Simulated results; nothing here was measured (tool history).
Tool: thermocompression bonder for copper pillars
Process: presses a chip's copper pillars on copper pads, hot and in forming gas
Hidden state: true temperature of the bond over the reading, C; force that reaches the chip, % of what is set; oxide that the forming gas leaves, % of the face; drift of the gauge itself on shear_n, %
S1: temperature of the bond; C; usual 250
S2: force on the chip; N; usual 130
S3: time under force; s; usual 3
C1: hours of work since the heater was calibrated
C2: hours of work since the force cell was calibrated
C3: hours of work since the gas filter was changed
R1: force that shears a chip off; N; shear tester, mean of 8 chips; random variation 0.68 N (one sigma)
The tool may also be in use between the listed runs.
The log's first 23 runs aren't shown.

Run 24, hour 1427.9: usual settings but S1 253 C, S2 180 N, S3 2 s; C1 56; C2 424; C3 178. Result: R1 53.4 N.
Run 25, hour 1470.3: usual settings but S1 249 C, S2 151 N, S3 2 s; C1 76; C2 445; C3 199. Result: R1 44.5 N.
Run 26, hour 1536.6: usual settings but S1 244 C, S3 2 s; C1 108; C2 477; C3 230. Result: R1 38.2 N.
Run 27, hour 1618.1: usual settings but S1 271 C, S2 79 N, S3 2 s; C1 147; C2 516; C3 270. Result: R1 39.9 N.
Run 28, hour 1678.1: usual settings but S1 265 C, S2 105 N, S3 4 s; C1 176; C2 545; C3 299. Result: R1 57.4 N.
At hour 1760.6: forming gas filter changed.
Run 29, hour 1760.6: usual settings but S1 223 C, S2 102 N; C1 216; C2 585; C3 0. Result: R1 31.3 N.
Run 30, hour 1795.6: usual settings but S1 243 C, S2 109 N, S3 7 s; C1 233; C2 602; C3 17. Result: R1 61.3 N.
Run 31, hour 1851.1: usual settings but S1 243 C, S2 109 N, S3 7 s; C1 260; C2 628; C3 44. Result: R1 61.7 N.
Run 32, hour 1920.5: usual settings but S1 272 C, S3 2 s; C1 293; C2 662; C3 77. Result: R1 62 N.
Run 33, hour 1959.8: usual settings but S1 272 C, S2 161 N, S3 2 s; C1 312; C2 681; C3 96. Result: R1 67.5 N.
Run 34, hour 2036.8: usual settings but S1 272 C, S2 161 N, S3 2 s; C1 349; C2 718; C3 133. Result: R1 68.4 N.
Run 35, hour 2107.9: usual settings but S2 78 N, S3 6 s; C1 383; C2 752; C3 168. Result: R1 51.4 N.
Run 36, hour 2180.3: usual settings but S1 238 C, S2 187 N, S3 2 s; C1 418; C2 787; C3 202. Result: R1 49.3 N.

Run 37 comes next. What will it give?
Run 37, hour 2253.8: usual settings but S1 230 C; C1 454; C2 823; C3 238. Result: R1 ?.

R1: 40.6 N
Without the tool's hidden state the same run would have given R1 38.5 N.

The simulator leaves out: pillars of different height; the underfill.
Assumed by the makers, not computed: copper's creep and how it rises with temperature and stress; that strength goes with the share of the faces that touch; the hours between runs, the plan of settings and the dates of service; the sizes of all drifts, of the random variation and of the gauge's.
